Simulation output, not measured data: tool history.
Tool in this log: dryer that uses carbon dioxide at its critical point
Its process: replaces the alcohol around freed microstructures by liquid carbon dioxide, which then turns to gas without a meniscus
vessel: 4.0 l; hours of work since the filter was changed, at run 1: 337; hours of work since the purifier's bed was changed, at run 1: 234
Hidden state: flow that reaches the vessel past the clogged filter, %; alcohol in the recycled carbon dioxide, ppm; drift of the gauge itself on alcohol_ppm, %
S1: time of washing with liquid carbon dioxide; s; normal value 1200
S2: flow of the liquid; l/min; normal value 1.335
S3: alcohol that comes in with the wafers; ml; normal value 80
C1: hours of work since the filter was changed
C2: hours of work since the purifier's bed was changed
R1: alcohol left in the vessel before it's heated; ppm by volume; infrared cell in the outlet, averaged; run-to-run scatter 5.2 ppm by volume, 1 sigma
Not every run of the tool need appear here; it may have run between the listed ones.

run 1 hour=0 | S1=1200 S2=1.335 S3=80 | C1=337 C2=234 | R1=167
run 2 hour=6.5 | S1=1200 S2=1.335 S3=80 | C1=340 C2=238 | R1=183
run 3 hour=15.8 | S1=1200 S2=1.335 S3=80 | C1=346 C2=243 | R1=181
run 4 hour=30.3 | S1=1200 S2=1.335 S3=80 | C1=355 C2=252 | R1=193
run 5 hour=45.9 | S1=1200 S2=1.335 S3=80 | C1=364 C2=262 | R1=187
run 6 hour=53.6 | S1=1200 S2=1.335 S3=80 | C1=369 C2=266 | R1=188
run 7 hour=63.3 | S1=1200 S2=1.335 S3=90 | C1=375 C2=272 | R1=213
run 8 hour=71.7 | S1=1200 S2=1.335 S3=90 | C1=380 C2=277 | R1=221
run 9 hour=84.6 | S1=1200 S2=0.96 S3=90 | C1=388 C2=285 | R1=728
run 10 hour=91.4 | S1=1200 S2=0.96 S3=90 | C1=392 C2=289 | R1=735
run 11 hour=100.8 | S1=1200 S2=1.335 S3=80 | C1=398 C2=295 | R1=207
run 12 hour=114.9 | S1=1860 S2=1.335 S3=80 | C1=406 C2=304 | R1=44
run 13 hour=127 | S1=1860 S2=1.335 S3=80 | C1=414 C2=311 | R1=46
run 14 hour=140.8 | S1=1200 S2=1.3 S3=80 | C1=422 C2=319 | R1=239
run 15 hour=153.2 | S1=1200 S2=1.335 S3=80 | C1=430 C2=327 | R1=222
run 16 hour=163.4 | S1=1200 S2=1.335 S3=80 | C1=436 C2=333 | R1=227
run 17 hour=178 | S1=1200 S2=1.335 S3=80 | C1=445 C2=342 | R1=217
run 18 hour=185.2 | S1=1680 S2=1.335 S3=80 | C1=449 C2=347 | R1=76
run 19 hour=196 | S1=1680 S2=1.335 S3=80 | C1=456 C2=353 | R1=76
run 20 hour=210 | S1=1680 S2=1.335 S3=80 | C1=464 C2=362 | R1=75
-- hour=222.2 inlet filter changed
run 21 hour=226.7 | S1=1140 S2=1.335 S3=80 | C1=3 C2=371 | R1=164
run 22 hour=242.3 | S1=1200 S2=1.335 S3=80 | C1=12 C2=381 | R1=128
run 23 hour=256.5 | S1=1200 S2=1.335 S3=80 | C1=21 C2=389 | R1=139
run 24 hour=270.5 | S1=1200 S2=1.335 S3=80 | C1=29 C2=398 | R1=134
run 25 hour=278.9 | S1=1200 S2=1.335 S3=80 | C1=35 C2=403 | R1=132
run 26 hour=293 | S1=1200 S2=1.39 S3=80 | C1=43 C2=412 | R1=127
run 27 hour=302.5 | S1=1200 S2=1.39 S3=80 | C1=49 C2=417 | R1=124
run 28 hour=311.5 | S1=1140 S2=1.56 S3=82 | C1=54 C2=423 | R1=107
run 29 hour=318.2 | S1=1140 S2=1.04 S3=73 | C1=58 C2=427 | R1=376
run 30 hour=329.1 | S1=1140 S2=1.04 S3=73 | C1=65 C2=434 | R1=386
run 31 hour=342.8 | S1=1140 S2=1.55 S3=73 | C1=73 C2=442 | R1=101
run 32 hour=354.8 | S1=1140 S2=1.55 S3=73 | C1=81 C2=449 | R1=103
run 33 hour=367 | S1=1380 S2=1.08 S3=112 | C1=88 C2=457 | R1=239
run 34 hour=381.4 | S1=1860 S2=2.04 S3=109 | C1=97 C2=465 | R1=50
run 35 hour=392.5 | S1=1860 S2=2.04 S3=109 | C1=104 C2=472 | R1=50
run 36 hour=408 | S1=1200 S2=0.88 S3=29 | C1=113 C2=482 | R1=267
run 37 hour=423 | S1=1200 S2=0.88 S3=29 | C1=122 C2=491 | R1=270
run 38 hour=430 | S1=1320 S2=1.335 S3=80 | C1=127 C2=495 | R1=122
run 39 hour=440.1 | S1=1200 S2=1.335 S3=80 | C1=133 C2=501 | R1=168
run 40 hour=449.4 | S1=1800 S2=1.335 S3=111 | C1=138 C2=507 | R1=71
run 41 hour=459.7 | S1=1380 S2=1.57 S3=72 | C1=145 C2=513 | R1=78
run 42 hour=467.8 | S1=1380 S2=1.57 S3=72 | C1=150 C2=518 | R1=78
run 43 hour=475.7 | S1=1020 S2=1.18 S3=34 | C1=154 C2=523 | R1=234
run 44 hour=484.1 | S1=720 S2=0.86 S3=46 | C1=160 C2=528 | R1=1540
run 45 hour=495.5 | S1=1560 S2=1.28 S3=56 | C1=166 C2=535 | R1=82
run 46 hour=504.7 | S1=840 S2=1.27 S3=58 | C1=172 C2=541 | R1=521

Below, each run's measurement less what the same run would have read without the hidden state. Both values contain the same run-to-run variation, but the gauge's scatter may not be the same in both:
run=1 R1=+92
run=2 R1=+97
run=3 R1=+96
run=4 R1=+103
run=5 R1=+104
run=6 R1=+109
run=7 R1=+121
run=8 R1=+126
run=9 R1=+306
run=10 R1=+311
run=11 R1=+118
run=12 R1=+41
run=13 R1=+42
run=14 R1=+137
run=15 R1=+131
run=16 R1=+134
run=17 R1=+129
run=18 R1=+56
run=19 R1=+59
run=20 R1=+60
run=21 R1=+43
run=22 R1=+45
run=23 R1=+47
run=24 R1=+48
run=25 R1=+49
run=26 R1=+52
run=27 R1=+54
run=28 R1=+54
run=29 R1=+72
run=30 R1=+78
run=31 R1=+55
run=32 R1=+56
run=33 R1=+76
run=34 R1=+50
run=35 R1=+50
run=36 R1=+81
run=37 R1=+84
run=38 R1=+66
run=39 R1=+76
run=40 R1=+57
run=41 R1=+62
run=42 R1=+59
run=43 R1=+89
run=44 R1=+218
run=45 R1=+64
run=46 R1=+146
